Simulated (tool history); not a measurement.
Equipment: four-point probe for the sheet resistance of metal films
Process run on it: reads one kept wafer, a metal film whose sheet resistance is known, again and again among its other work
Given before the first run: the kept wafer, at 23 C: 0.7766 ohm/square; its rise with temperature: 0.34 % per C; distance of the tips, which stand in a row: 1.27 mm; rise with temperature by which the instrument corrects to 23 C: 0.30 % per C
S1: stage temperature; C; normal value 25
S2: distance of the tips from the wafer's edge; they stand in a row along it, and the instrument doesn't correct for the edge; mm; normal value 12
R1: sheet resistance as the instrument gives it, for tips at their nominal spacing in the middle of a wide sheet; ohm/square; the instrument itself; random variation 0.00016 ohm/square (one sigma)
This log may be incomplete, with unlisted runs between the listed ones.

run   hour  S1  S2        R1
  1    0.0  25  12  0.782403
  2    6.3  25  12  0.782147
  3   13.9  25  23  0.779091
  4   25.5  25   4  0.817553
  5   33.2  25   4  0.817205
  6   47.0  25  11  0.782910
  7   56.0  25  11  0.783038
  8   70.3  25  12  0.782262
  9   79.6  25  12  0.782236
 10   91.9  25  44  0.778149
 11  101.4  34  12  0.784505
 12  110.0  34  12  0.784382
 13  123.8  25  12  0.782500
 14  135.4  21  62  0.776326
 15  144.2  19  24  0.777185
 16  155.6  22  12  0.781392
 17  169.6  22  12  0.781497
 18  183.9  18  31  0.776324
 19  197.1  24   3  0.844933
 20  204.9  34  41  0.780323
 21  217.8  31  58  0.778930
 22  226.1  27  31  0.778771
 23  238.7  27  31  0.778796
 24  249.3  27  31  0.778675
 25  259.5  22  64  0.776840

Branching from run 25: 4 alternative next runs. What would each branch give?
  A  268.2  18  10   ?
  B  268.2  25  11   ?
  C  268.2  20  57   ?
  D  268.2  34  32   ?

run        R1
  A  0.782493
  B  0.783122
  C  0.776492
  D  0.780474
Stripped of hidden state, with their random variation kept, the same runs would have yielded:
run        R1
  A  0.782078
  B  0.782665
  C  0.776067
  D  0.779968
